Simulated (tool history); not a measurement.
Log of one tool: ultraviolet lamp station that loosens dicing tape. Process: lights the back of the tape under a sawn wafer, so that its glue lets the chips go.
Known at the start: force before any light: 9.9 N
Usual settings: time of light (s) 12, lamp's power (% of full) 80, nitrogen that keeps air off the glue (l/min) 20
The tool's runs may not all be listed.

run,day,time of light (s),lamp's power (% of full),nitrogen that keeps air off the glue (l/min),force that peels the tape off (N),light that reached the tape (mJ/cm²)
1,0,12,80,20,1.319,208
2,1.021,12,80,20,1.331,209
3,2.117,12,80,20,1.338,205
4,2.767,12,80,20,1.406,209
5,3.712,12,80,20,1.368,202
6,4.438,12,80,20,1.398,200
7,4.946,12,80,20,1.45,199
8,5.871,12,72,20,1.776,175
9,6.462,12,80,20,1.469,193
10,7.225,12,80,20,1.582,193
11,7.892,12,80,20,1.524,197
12,9.012,12,64,23,2.18,154
13,10.104,12,64,23,2.148,151
14,11.212,12,64,23,2.189,148
15,12.325,24,64,37,0.489,300
16,13.067,24,92,11,0.378,420
17,14.004,12,71,35,1.805,158
18,15.15,12,71,35,1.821,159
19,15.775,11,98,23,1.365,201
20,16.554,11,98,23,1.355,198
21,17.704,11,98,23,1.44,196
22,18.233,11,98,23,1.425,197

5 ways to go on from here, each from the tool as it stands after run 22. What would each give?
A,18.808,18,80,25,?,?
B,18.808,6,80,17,?,?
C,18.808,23,80,23,?,?
D,18.808,12,79,16,?,?
E,18.808,11,98,34,?,?

run,force that peels the tape off (N),light that reached the tape (mJ/cm²)
A,0.742,257
B,4.336,87
C,0.444,335
D,2.044,170
E,1.263,190
Without the tool's hidden state the same runs would have given:
run,force that peels the tape off (N),light that reached the tape (mJ/cm²)
A,0.357,347
B,3.272,116
C,0.219,450
D,1.213,229
E,0.662,257
